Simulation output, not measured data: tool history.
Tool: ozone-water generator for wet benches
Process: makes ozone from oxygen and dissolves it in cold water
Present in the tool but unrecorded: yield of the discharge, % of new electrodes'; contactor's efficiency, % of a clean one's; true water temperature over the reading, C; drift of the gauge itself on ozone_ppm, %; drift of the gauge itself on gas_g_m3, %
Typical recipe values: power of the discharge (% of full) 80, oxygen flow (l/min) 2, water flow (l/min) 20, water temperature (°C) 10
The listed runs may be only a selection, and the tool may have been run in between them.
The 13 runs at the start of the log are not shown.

run,hour,power of the discharge (% of full),oxygen flow (l/min),water flow (l/min),water temperature (°C),hours of work since the electrodes were changed,hours of work since the contactor was cleaned,hours of work since the thermometer was calibrated,dissolved ozone (ppm),ozone in the gas ahead of the water (g/m3)
14,2127,80,2,20,10,6885,5261,193,8.9,182.9
15,2237.9,80,2,20,10,6987,5363,295,9,185
16,2336.5,80,2,15,10,7078,5454,386,12.3,184
17,2503.3,80,2,20,10,7232,5607,539,8.8,179.8
18,2658.8,80,1.19,20,10,7375,5751,683,7.3,231.7
19,2762.3,80,2,20,5,7470,5846,778,9.2,181.5
20,2993.5,80,1.68,20,5,7683,6059,991,8.4,195.3
21,3093.3,80,2.05,30,10,7775,6151,1083,5.2,177.4
22,3215.7,66,2.05,30,7,7888,6263,1195,4.5,154.2
23,3337.3,76,2,22,10,8000,6375,1307,7.3,172.4
24,3468.6,80,1.61,21,10,8121,6496,1428,7.3,198.5
25,3679.3,80,1.61,21,10,8315,6690,1622,7.3,194.1
26,3878.2,80,2,20,5,8498,6873,1805,8.9,175.8
27,4038.8,61,2,20,11,8646,7021,1953,7.2,145.7
28,4221.7,61,2,20,11,8814,7190,2122,6.9,146.3
# hour 4338.3: contactor cleaned
29,4429.2,61,2,27,7,9001,84,2309,5,144.8
30,4528.6,61,2,27,7,9093,175,2400,4.9,144.2
31,4688.6,85,2.71,15,13,9240,323,2548,13.1,156.2
# hour 4827.9: water thermometer calibrated
32,4836.1,82,2.2,21,14,9376,458,8,8.4,168.8
33,4967.5,52,1.47,14,8,9497,579,129,9,148.2

Alternative continuations, all from the tool just after run 33; predict every row:
A,5125,80,1.96,23,6,9642,724,274,?,?
B,5125,52,1.47,12,8,9642,724,274,?,?
C,5125,52,1.47,14,8,9642,724,274,?,?

run,dissolved ozone (ppm),ozone in the gas ahead of the water (g/m3)
A,7.2,175.1
B,10.7,150.9
C,9.1,148.6
Take away the tool's hidden state, keep each run's random variation, and the runs would have read:
run,dissolved ozone (ppm),ozone in the gas ahead of the water (g/m3)
A,8.9,214.7
B,12.4,174.4
C,10.5,171.9
